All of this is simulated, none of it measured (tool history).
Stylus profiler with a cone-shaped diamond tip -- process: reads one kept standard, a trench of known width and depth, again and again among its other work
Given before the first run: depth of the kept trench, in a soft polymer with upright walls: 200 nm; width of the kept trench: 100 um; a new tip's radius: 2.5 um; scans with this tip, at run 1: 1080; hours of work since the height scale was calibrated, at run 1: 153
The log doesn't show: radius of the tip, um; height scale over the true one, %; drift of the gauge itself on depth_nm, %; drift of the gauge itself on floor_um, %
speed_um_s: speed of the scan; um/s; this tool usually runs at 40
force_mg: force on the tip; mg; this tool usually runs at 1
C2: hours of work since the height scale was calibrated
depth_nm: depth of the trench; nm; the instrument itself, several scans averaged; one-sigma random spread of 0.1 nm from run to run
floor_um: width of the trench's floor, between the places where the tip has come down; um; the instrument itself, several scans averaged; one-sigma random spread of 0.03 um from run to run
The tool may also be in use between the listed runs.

run 1 day=0 | speed_um_s=40 force_mg=1 | scans_with_this_tip=1080 C2=153 | depth_nm=200.78 floor_um=97.72
run 2 day=1.942 | speed_um_s=123 force_mg=1 | scans_with_this_tip=1309 C2=186 | depth_nm=200.81 floor_um=96.92
run 3 day=4.446 | speed_um_s=40 force_mg=0.93 | scans_with_this_tip=1605 C2=228 | depth_nm=200.97 floor_um=97.6
run 4 day=5.933 | speed_um_s=40 force_mg=0.93 | scans_with_this_tip=1781 C2=253 | depth_nm=200.86 floor_um=97.62
run 5 day=8.483 | speed_um_s=40 force_mg=0.82 | scans_with_this_tip=2083 C2=295 | depth_nm=200.78 floor_um=97.61
run 6 day=11.088 | speed_um_s=40 force_mg=0.76 | scans_with_this_tip=2391 C2=339 | depth_nm=200.77 floor_um=97.59
run 7 day=13.475 | speed_um_s=40 force_mg=0.76 | scans_with_this_tip=2673 C2=379 | depth_nm=200.84 floor_um=97.56
run 8 day=15.046 | speed_um_s=40 force_mg=0.76 | scans_with_this_tip=2859 C2=405 | depth_nm=201.03 floor_um=97.5
run 9 day=16.721 | speed_um_s=40 force_mg=0.76 | scans_with_this_tip=3056 C2=433 | depth_nm=200.94 floor_um=97.58
run 10 day=18.221 | speed_um_s=40 force_mg=1 | scans_with_this_tip=3234 C2=458 | depth_nm=201.02 floor_um=97.58
run 11 day=20.838 | speed_um_s=40 force_mg=1 | scans_with_this_tip=3543 C2=502 | depth_nm=200.83 floor_um=97.56
run 12 day=22.838 | speed_um_s=40 force_mg=1.84 | scans_with_this_tip=3779 C2=536 | depth_nm=201.39 floor_um=97.66
run 13 day=24.583 | speed_um_s=40 force_mg=1.84 | scans_with_this_tip=3986 C2=565 | depth_nm=201.51 floor_um=97.64
run 14 day=26.75 | speed_um_s=103 force_mg=1.84 | scans_with_this_tip=4242 C2=601 | depth_nm=201.36 floor_um=97.24
run 15 day=28.446 | speed_um_s=103 force_mg=1.84 | scans_with_this_tip=4443 C2=630 | depth_nm=201.42 floor_um=97.23
run 16 day=30.504 | speed_um_s=40 force_mg=1 | scans_with_this_tip=4686 C2=664 | depth_nm=200.96 floor_um=97.59
run 17 day=31.883 | speed_um_s=113 force_mg=1 | scans_with_this_tip=4849 C2=688 | depth_nm=201.14 floor_um=96.88
run 18 day=33.279 | speed_um_s=113 force_mg=1 | scans_with_this_tip=5014 C2=711 | depth_nm=201.05 floor_um=96.9
run 19 day=34.512 | speed_um_s=113 force_mg=1.11 | scans_with_this_tip=5160 C2=732 | depth_nm=201.29 floor_um=96.89
run 20 day=36.462 | speed_um_s=40 force_mg=2.49 | scans_with_this_tip=5390 C2=764 | depth_nm=201.79 floor_um=97.65
run 21 day=38.629 | speed_um_s=78 force_mg=1 | scans_with_this_tip=5646 C2=801 | depth_nm=201.16 floor_um=97.19
run 22 day=40.771 | speed_um_s=78 force_mg=1 | scans_with_this_tip=5900 C2=836 | depth_nm=201.18 floor_um=97.19
run 23 day=43.079 | speed_um_s=78 force_mg=1 | scans_with_this_tip=6172 C2=875 | depth_nm=201.2 floor_um=97.17
run 24 day=45.05 | speed_um_s=78 force_mg=1 | scans_with_this_tip=6406 C2=908 | depth_nm=201.07 floor_um=97.14
run 25 day=47.35 | speed_um_s=78 force_mg=1 | scans_with_this_tip=6677 C2=947 | depth_nm=201.1 floor_um=97.19
run 26 day=49.25 | speed_um_s=25 force_mg=0.75 | scans_with_this_tip=6902 C2=979 | depth_nm=201.29 floor_um=97.58
run 27 day=50.396 | speed_um_s=25 force_mg=0.75 | scans_with_this_tip=7037 C2=998 | depth_nm=201.14 floor_um=97.58
run 28 day=51.808 | speed_um_s=85 force_mg=0.96 | scans_with_this_tip=7205 C2=1021 | depth_nm=201.1 floor_um=97.07
run 29 day=52.996 | speed_um_s=85 force_mg=0.96 | scans_with_this_tip=7345 C2=1041 | depth_nm=201.2 floor_um=97.02
run 30 day=54.2 | speed_um_s=54 force_mg=0.43 | scans_with_this_tip=7487 C2=1061 | depth_nm=200.91 floor_um=97.07
run 31 day=55.717 | speed_um_s=54 force_mg=0.43 | scans_with_this_tip=7667 C2=1087 | depth_nm=200.99 floor_um=97.04
run 32 day=58.129 | speed_um_s=78 force_mg=0.66 | scans_with_this_tip=7952 C2=1127 | depth_nm=201.18 floor_um=96.92
run 33 day=60.246 | speed_um_s=12 force_mg=1 | scans_with_this_tip=8202 C2=1163 | depth_nm=201.39 floor_um=97.71
run 34 day=62.662 | speed_um_s=32 force_mg=0.42 | scans_with_this_tip=8488 C2=1203 | depth_nm=200.91 floor_um=97.35
run 35 day=65.05 | speed_um_s=13 force_mg=0.63 | scans_with_this_tip=8770 C2=1243 | depth_nm=200.96 floor_um=97.61
run 36 day=67.571 | speed_um_s=112 force_mg=1.24 | scans_with_this_tip=9068 C2=1286 | depth_nm=201.47 floor_um=96.87
run 37 day=70.175 | speed_um_s=99 force_mg=2.15 | scans_with_this_tip=9376 C2=1329 | depth_nm=201.93 floor_um=97.11
run 38 day=72.942 | speed_um_s=75 force_mg=0.52 | scans_with_this_tip=9703 C2=1376 | depth_nm=201.02 floor_um=96.8
run 39 day=75.542 | speed_um_s=13 force_mg=1.87 | scans_with_this_tip=10010 C2=1419 | depth_nm=201.87 floor_um=97.6

Measured result minus the same run's result without the hidden state. Both carry the same run-to-run variation, though not necessarily the same gauge scatter:
run=1 depth_nm=+0.09 floor_um=-0.03
run=2 depth_nm=+0.1 floor_um=-0.03
run=3 depth_nm=+0.13 floor_um=-0.04
run=4 depth_nm=+0.13 floor_um=-0.05
run=5 depth_nm=+0.15 floor_um=-0.07
run=6 depth_nm=+0.17 floor_um=-0.08
run=7 depth_nm=+0.19 floor_um=-0.09
run=8 depth_nm=+0.2 floor_um=-0.09
run=9 depth_nm=+0.21 floor_um=-0.1
run=10 depth_nm=+0.22 floor_um=-0.11
run=11 depth_nm=+0.25 floor_um=-0.12
run=12 depth_nm=+0.26 floor_um=-0.13
run=13 depth_nm=+0.27 floor_um=-0.13
run=14 depth_nm=+0.29 floor_um=-0.14
run=15 depth_nm=+0.31 floor_um=-0.16
run=16 depth_nm=+0.31 floor_um=-0.16
run=17 depth_nm=+0.33 floor_um=-0.17
run=18 depth_nm=+0.34 floor_um=-0.17
run=19 depth_nm=+0.35 floor_um=-0.18
run=20 depth_nm=+0.37 floor_um=-0.18
run=21 depth_nm=+0.38 floor_um=-0.2
run=22 depth_nm=+0.4 floor_um=-0.21
run=23 depth_nm=+0.41 floor_um=-0.21
run=24 depth_nm=+0.43 floor_um=-0.23
run=25 depth_nm=+0.44 floor_um=-0.24
run=26 depth_nm=+0.45 floor_um=-0.24
run=27 depth_nm=+0.46 floor_um=-0.24
run=28 depth_nm=+0.48 floor_um=-0.25
run=29 depth_nm=+0.49 floor_um=-0.26
run=30 depth_nm=+0.49 floor_um=-0.26
run=31 depth_nm=+0.51 floor_um=-0.27
run=32 depth_nm=+0.52 floor_um=-0.28
run=33 depth_nm=+0.54 floor_um=-0.29
run=34 depth_nm=+0.55 floor_um=-0.3
run=35 depth_nm=+0.57 floor_um=-0.31
run=36 depth_nm=+0.59 floor_um=-0.31
run=37 depth_nm=+0.62 floor_um=-0.33
run=38 depth_nm=+0.64 floor_um=-0.33
run=39 depth_nm=+0.66 floor_um=-0.35
